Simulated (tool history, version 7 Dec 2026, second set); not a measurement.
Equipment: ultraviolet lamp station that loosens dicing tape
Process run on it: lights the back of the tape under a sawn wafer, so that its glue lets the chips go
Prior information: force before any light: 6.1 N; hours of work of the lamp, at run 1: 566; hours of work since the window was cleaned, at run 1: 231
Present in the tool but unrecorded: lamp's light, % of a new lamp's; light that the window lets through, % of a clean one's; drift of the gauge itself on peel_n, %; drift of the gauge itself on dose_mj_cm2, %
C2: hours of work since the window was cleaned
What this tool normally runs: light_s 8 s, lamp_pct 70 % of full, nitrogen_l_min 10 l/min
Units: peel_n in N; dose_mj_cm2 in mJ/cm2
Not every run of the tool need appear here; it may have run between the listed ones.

{"run": 1, "hour": 0.0, "light_s": 8, "lamp_pct": 70, "nitrogen_l_min": 10, "hours of work of the lamp": 566, "C2": 231, "peel_n": 0.892, "dose_mj_cm2": 265}
{"run": 2, "hour": 56.6, "light_s": 8, "lamp_pct": 70, "nitrogen_l_min": 10, "hours of work of the lamp": 604, "C2": 268, "peel_n": 0.944, "dose_mj_cm2": 256}
{"run": 3, "hour": 118.7, "light_s": 8, "lamp_pct": 72, "nitrogen_l_min": 10, "hours of work of the lamp": 645, "C2": 309, "peel_n": 0.935, "dose_mj_cm2": 255}
{"run": 4, "hour": 198.8, "light_s": 8, "lamp_pct": 72, "nitrogen_l_min": 10, "hours of work of the lamp": 698, "C2": 362, "peel_n": 0.984, "dose_mj_cm2": 248}
{"hour": 262.5, "done": "window cleaned of glue's vapour"}
{"run": 5, "hour": 267.4, "light_s": 8, "lamp_pct": 72, "nitrogen_l_min": 10, "hours of work of the lamp": 743, "C2": 3, "peel_n": 1.169, "dose_mj_cm2": 221}
{"run": 6, "hour": 328.0, "light_s": 8, "lamp_pct": 83, "nitrogen_l_min": 10, "hours of work of the lamp": 783, "C2": 43, "peel_n": 0.953, "dose_mj_cm2": 248}
{"run": 7, "hour": 363.9, "light_s": 8, "lamp_pct": 83, "nitrogen_l_min": 10, "hours of work of the lamp": 807, "C2": 67, "peel_n": 0.991, "dose_mj_cm2": 243}
{"run": 8, "hour": 438.9, "light_s": 8, "lamp_pct": 83, "nitrogen_l_min": 10, "hours of work of the lamp": 857, "C2": 117, "peel_n": 1.088, "dose_mj_cm2": 236}
{"run": 9, "hour": 474.0, "light_s": 8, "lamp_pct": 83, "nitrogen_l_min": 10, "hours of work of the lamp": 880, "C2": 140, "peel_n": 1.056, "dose_mj_cm2": 237}
{"run": 10, "hour": 542.3, "light_s": 5, "lamp_pct": 70, "nitrogen_l_min": 10, "hours of work of the lamp": 925, "C2": 186, "peel_n": 2.362, "dose_mj_cm2": 116}
{"run": 11, "hour": 578.8, "light_s": 5, "lamp_pct": 70, "nitrogen_l_min": 9, "hours of work of the lamp": 950, "C2": 210, "peel_n": 2.478, "dose_mj_cm2": 120}
{"hour": 617.0, "done": "window cleaned of glue's vapour, once more"}
{"run": 12, "hour": 630.3, "light_s": 10, "lamp_pct": 70, "nitrogen_l_min": 10, "hours of work of the lamp": 983, "C2": 9, "peel_n": 0.614, "dose_mj_cm2": 324}
{"run": 13, "hour": 699.4, "light_s": 10, "lamp_pct": 70, "nitrogen_l_min": 10, "hours of work of the lamp": 1029, "C2": 55, "peel_n": 0.653, "dose_mj_cm2": 323}
{"run": 14, "hour": 741.8, "light_s": 8, "lamp_pct": 70, "nitrogen_l_min": 10, "hours of work of the lamp": 1057, "C2": 83, "peel_n": 0.957, "dose_mj_cm2": 251}
{"run": 15, "hour": 817.9, "light_s": 8, "lamp_pct": 70, "nitrogen_l_min": 10, "hours of work of the lamp": 1108, "C2": 133, "peel_n": 1.008, "dose_mj_cm2": 243}
{"run": 16, "hour": 883.2, "light_s": 8, "lamp_pct": 70, "nitrogen_l_min": 5, "hours of work of the lamp": 1151, "C2": 177, "peel_n": 1.423, "dose_mj_cm2": 241}
{"run": 17, "hour": 933.0, "light_s": 8, "lamp_pct": 70, "nitrogen_l_min": 5, "hours of work of the lamp": 1184, "C2": 210, "peel_n": 1.402, "dose_mj_cm2": 236}
{"run": 18, "hour": 965.9, "light_s": 13, "lamp_pct": 70, "nitrogen_l_min": 5, "hours of work of the lamp": 1206, "C2": 231, "peel_n": 0.69, "dose_mj_cm2": 383}
{"run": 19, "hour": 1042.6, "light_s": 5, "lamp_pct": 70, "nitrogen_l_min": 11, "hours of work of the lamp": 1257, "C2": 282, "peel_n": 1.967, "dose_mj_cm2": 142}
{"run": 20, "hour": 1109.6, "light_s": 5, "lamp_pct": 70, "nitrogen_l_min": 11, "hours of work of the lamp": 1301, "C2": 327, "peel_n": 2.093, "dose_mj_cm2": 142}
{"run": 21, "hour": 1183.7, "light_s": 5, "lamp_pct": 61, "nitrogen_l_min": 17, "hours of work of the lamp": 1350, "C2": 376, "peel_n": 2.236, "dose_mj_cm2": 119}
{"hour": 1228.4, "done": "window cleaned of glue's vapour"}
{"run": 22, "hour": 1262.9, "light_s": 5, "lamp_pct": 94, "nitrogen_l_min": 10, "hours of work of the lamp": 1403, "C2": 23, "peel_n": 1.329, "dose_mj_cm2": 202}
{"run": 23, "hour": 1306.6, "light_s": 6, "lamp_pct": 94, "nitrogen_l_min": 3, "hours of work of the lamp": 1432, "C2": 52, "peel_n": 1.754, "dose_mj_cm2": 236}
{"run": 24, "hour": 1364.3, "light_s": 8, "lamp_pct": 99, "nitrogen_l_min": 10, "hours of work of the lamp": 1470, "C2": 90, "peel_n": 0.609, "dose_mj_cm2": 331}
{"run": 25, "hour": 1435.0, "light_s": 13, "lamp_pct": 70, "nitrogen_l_min": 7, "hours of work of the lamp": 1517, "C2": 137, "peel_n": 0.628, "dose_mj_cm2": 364}
{"run": 26, "hour": 1492.8, "light_s": 8, "lamp_pct": 89, "nitrogen_l_min": 7, "hours of work of the lamp": 1555, "C2": 175, "peel_n": 0.913, "dose_mj_cm2": 280}
{"run": 27, "hour": 1547.4, "light_s": 12, "lamp_pct": 74, "nitrogen_l_min": 18, "hours of work of the lamp": 1591, "C2": 212, "peel_n": 0.446, "dose_mj_cm2": 346}
{"run": 28, "hour": 1589.4, "light_s": 5, "lamp_pct": 62, "nitrogen_l_min": 8, "hours of work of the lamp": 1619, "C2": 239, "peel_n": 2.524, "dose_mj_cm2": 117}
{"run": 29, "hour": 1635.4, "light_s": 5, "lamp_pct": 62, "nitrogen_l_min": 8, "hours of work of the lamp": 1650, "C2": 270, "peel_n": 2.635, "dose_mj_cm2": 119}
{"run": 30, "hour": 1684.8, "light_s": 12, "lamp_pct": 62, "nitrogen_l_min": 19, "hours of work of the lamp": 1682, "C2": 303, "peel_n": 0.663, "dose_mj_cm2": 275}

For run 31, what comes out?
{"hour": 1758.2, "done": "lamp changed"}
{"run": 31, "hour": 1758.2, "light_s": 14, "lamp_pct": 88, "nitrogen_l_min": 8, "hours of work of the lamp": 0, "C2": 351, "peel_n": "?", "dose_mj_cm2": "?"}

peel_n: 0.27 N
dose_mj_cm2: 604 mJ/cm2
With no hidden state in the tool, this same run would have given peel_n 0.243 N, dose_mj_cm2 684 mJ/cm2.

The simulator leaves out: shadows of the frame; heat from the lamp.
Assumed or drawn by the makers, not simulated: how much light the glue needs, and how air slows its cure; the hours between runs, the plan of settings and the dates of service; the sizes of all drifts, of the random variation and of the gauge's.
